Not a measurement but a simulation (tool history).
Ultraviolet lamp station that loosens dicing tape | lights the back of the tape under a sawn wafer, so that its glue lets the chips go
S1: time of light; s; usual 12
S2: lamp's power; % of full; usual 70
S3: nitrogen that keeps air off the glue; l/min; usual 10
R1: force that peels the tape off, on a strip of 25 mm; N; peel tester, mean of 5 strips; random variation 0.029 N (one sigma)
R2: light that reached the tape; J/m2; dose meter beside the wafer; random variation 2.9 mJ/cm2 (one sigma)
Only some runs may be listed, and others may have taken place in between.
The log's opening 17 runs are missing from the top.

run    hour  S1  S2  S3     R1     R2
 18   522.2  22  74  10  0.297   8270
 19   548.6  22  74  10  0.296   8130
      560.8  -- window cleaned of glue's vapour
 20   581.7   9  74  10  2.265   3330
 21   618.2   9  74  10  2.159   3360
 22   656.3   9  74  10  2.233   3370
 23   693.5  12  71  10  1.475   4270
 24   723.7  12  94   3  1.722   5670
 25   743.5   9  88   5  2.305   4030
 26   768.5  12  67  12  1.467   4040
      778.3  -- lamp changed
 27   790.3  23  98  10  0.155  11380
 28   811.4  23  98  10   0.15  11400
 29     844   6  78   5  4.393   2380
 30   873.2  19  91   7  0.325   8810
 31   907.4  19  63   8  0.782   6070
 32   943.3  13  63  18  1.114   4120
 33     987  16  81  10  0.544   6540
 34  1020.5  16  86   8  0.519   6960
     1046.3  -- window cleaned of glue's vapour
 35  1065.1   9  70   5   3.21   3250
 36  1098.6   7  96  14  1.823   3370
 37  1119.2   7  96  14  1.878   3350
 38  1140.4  11  96  13  0.722   5370

What does the tool deliver on the next run?
 39  1163.6  12  64  10   ?   ?

R1: 1.707 N
R2: 3880 J/m2
With the hidden condition absent and the run-to-run variation left alone, this run would have shown R1 1.702 N, R2 3890 J/m2.
